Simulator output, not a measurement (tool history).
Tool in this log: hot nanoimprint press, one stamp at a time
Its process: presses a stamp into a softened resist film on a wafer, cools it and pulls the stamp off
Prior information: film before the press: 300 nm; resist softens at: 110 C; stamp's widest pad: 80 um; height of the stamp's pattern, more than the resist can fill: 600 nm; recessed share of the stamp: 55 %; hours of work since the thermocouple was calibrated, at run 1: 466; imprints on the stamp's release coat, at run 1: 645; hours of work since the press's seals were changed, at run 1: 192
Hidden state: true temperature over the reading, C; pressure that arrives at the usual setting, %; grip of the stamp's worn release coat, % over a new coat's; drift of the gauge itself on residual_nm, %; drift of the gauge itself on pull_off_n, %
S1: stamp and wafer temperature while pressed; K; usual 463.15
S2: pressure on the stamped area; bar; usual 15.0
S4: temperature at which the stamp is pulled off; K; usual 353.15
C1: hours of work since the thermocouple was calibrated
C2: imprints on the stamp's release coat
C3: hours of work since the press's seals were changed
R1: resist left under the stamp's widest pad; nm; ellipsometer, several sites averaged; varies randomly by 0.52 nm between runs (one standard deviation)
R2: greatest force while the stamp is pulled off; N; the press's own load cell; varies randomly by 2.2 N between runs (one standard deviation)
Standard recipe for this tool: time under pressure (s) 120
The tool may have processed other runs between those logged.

run 1 day=0.000 | S1=463.15 S2=15.0 time_under_pressure_(s)=120 S4=353.15 | C1=466 C2=645 C3=192 | R1=174.9 R2=159
run 2 day=0.988 | S1=463.15 S2=15.0 time_under_pressure_(s)=120 S4=353.15 | C1=483 C2=719 C3=209 | R1=175.2 R2=162
-- day=1.875 stamp cleaned and given a new release coat
-- day=2.417 plate thermocouple calibrated
run 3 day=2.817 | S1=463.15 S2=15.0 time_under_pressure_(s)=120 S4=353.15 | C1=7 C2=62 C3=234 | R1=174.6 R2=166
run 4 day=3.596 | S1=463.15 S2=15.0 time_under_pressure_(s)=120 S4=353.15 | C1=20 C2=121 C3=248 | R1=175.1 R2=167
run 5 day=5.250 | S1=463.15 S2=15.0 time_under_pressure_(s)=120 S4=355.15 | C1=49 C2=245 C3=276 | R1=175.1 R2=155
run 6 day=6.625 | S1=463.15 S2=15.0 time_under_pressure_(s)=120 S4=355.15 | C1=73 C2=349 C3=300 | R1=174.9 R2=156
run 7 day=7.938 | S1=458.15 S2=15.0 time_under_pressure_(s)=120 S4=353.15 | C1=96 C2=448 C3=323 | R1=206.8 R2=165
run 8 day=9.446 | S1=463.15 S2=15.0 time_under_pressure_(s)=120 S4=353.15 | C1=122 C2=561 C3=349 | R1=175.1 R2=166
run 9 day=10.858 | S1=463.15 S2=15.0 time_under_pressure_(s)=120 S4=355.15 | C1=146 C2=668 C3=373 | R1=174.3 R2=156
-- day=12.462 stamp cleaned and given a new release coat
run 10 day=12.696 | S1=463.15 S2=15.0 time_under_pressure_(s)=120 S4=353.15 | C1=174 C2=17 C3=401 | R1=174.3 R2=165
run 11 day=13.604 | S1=463.15 S2=15.0 time_under_pressure_(s)=120 S4=353.15 | C1=189 C2=86 C3=417 | R1=175.4 R2=164
run 12 day=15.154 | S1=463.15 S2=15.0 time_under_pressure_(s)=120 S4=353.15 | C1=216 C2=203 C3=443 | R1=174.7 R2=164
run 13 day=16.900 | S1=463.15 S2=15.0 time_under_pressure_(s)=120 S4=353.15 | C1=246 C2=334 C3=474 | R1=174.8 R2=167
run 14 day=17.683 | S1=463.15 S2=15.0 time_under_pressure_(s)=120 S4=353.15 | C1=260 C2=393 C3=487 | R1=174.7 R2=166
run 15 day=19.179 | S1=463.15 S2=15.0 time_under_pressure_(s)=120 S4=353.15 | C1=286 C2=506 C3=513 | R1=175.2 R2=164
run 16 day=20.517 | S1=474.15 S2=20.1 time_under_pressure_(s)=127 S4=345.15 | C1=309 C2=607 C3=536 | R1=97.1 R2=193
run 17 day=21.738 | S1=474.15 S2=20.1 time_under_pressure_(s)=127 S4=345.15 | C1=330 C2=699 C3=557 | R1=96.6 R2=201
-- day=22.821 stamp cleaned and given a new release coat
run 18 day=23.158 | S1=465.15 S2=15.8 time_under_pressure_(s)=100 S4=343.15 | C1=350 C2=26 C3=578 | R1=168.3 R2=203
run 19 day=24.396 | S1=465.15 S2=15.8 time_under_pressure_(s)=100 S4=341.15 | C1=372 C2=119 C3=599 | R1=167.3 R2=209
run 20 day=25.808 | S1=470.15 S2=15.0 time_under_pressure_(s)=120 S4=344.15 | C1=396 C2=226 C3=623 | R1=136.0 R2=196
run 21 day=26.788 | S1=470.15 S2=15.0 time_under_pressure_(s)=120 S4=344.15 | C1=413 C2=299 C3=640 | R1=136.2 R2=198
run 22 day=28.633 | S1=462.15 S2=15.0 time_under_pressure_(s)=74 S4=339.15 | C1=445 C2=438 C3=672 | R1=205.2 R2=222
run 23 day=29.788 | S1=462.15 S2=15.0 time_under_pressure_(s)=74 S4=339.15 | C1=465 C2=525 C3=692 | R1=204.9 R2=218
run 24 day=31.358 | S1=458.15 S2=15.0 time_under_pressure_(s)=120 S4=353.15 | C1=492 C2=644 C3=719 | R1=205.7 R2=167
-- day=32.133 plate thermocouple calibrated
run 25 day=32.662 | S1=458.15 S2=18.5 time_under_pressure_(s)=120 S4=344.15 | C1=9 C2=733 C3=740 | R1=189.0 R2=195
-- day=33.404 stamp cleaned and given a new release coat
run 26 day=34.700 | S1=458.15 S2=18.9 time_under_pressure_(s)=69 S4=344.15 | C1=40 C2=98 C3=771 | R1=212.9 R2=192
run 27 day=36.279 | S1=458.15 S2=16.5 time_under_pressure_(s)=170 S4=347.15 | C1=67 C2=217 C3=798 | R1=181.3 R2=185
run 28 day=37.329 | S1=470.15 S2=16.5 time_under_pressure_(s)=170 S4=347.15 | C1=86 C2=296 C3=816 | R1=114.5 R2=182
run 29 day=38.979 | S1=471.15 S2=15.0 time_under_pressure_(s)=120 S4=353.15 | C1=114 C2=421 C3=845 | R1=131.3 R2=168
run 30 day=39.750 | S1=459.15 S2=15.0 time_under_pressure_(s)=120 S4=354.15 | C1=127 C2=479 C3=858 | R1=198.8 R2=161

How the hidden state differs across the entries between the runs, from the last listed run before each to the first after it:
Runs 2 to 3: stamp cleaned and given a new release coat (day 1.875); plate thermocouple calibrated (day 2.417)
  true temperature over the reading, C: -0.02 -> 0; pressure that arrives at the usual setting, %: 99.98 -> 99.97; grip of the stamp's worn release coat, % over a new coat's: 0.4 -> 0
Runs 9 to 10: stamp cleaned and given a new release coat (day 12.462)
  grip of the stamp's worn release coat, % over a new coat's: 0.3 -> 0
Runs 17 to 18: stamp cleaned and given a new release coat (day 22.821)
  grip of the stamp's worn release coat, % over a new coat's: 0.3 -> 0
Runs 24 to 25: plate thermocouple calibrated (day 32.133)
  true temperature over the reading, C: -0.02 -> 0; grip of the stamp's worn release coat, % over a new coat's: 0.3 -> 0.4
Runs 25 to 26: stamp cleaned and given a new release coat (day 33.404)
  grip of the stamp's worn release coat, % over a new coat's: 0.4 -> 0
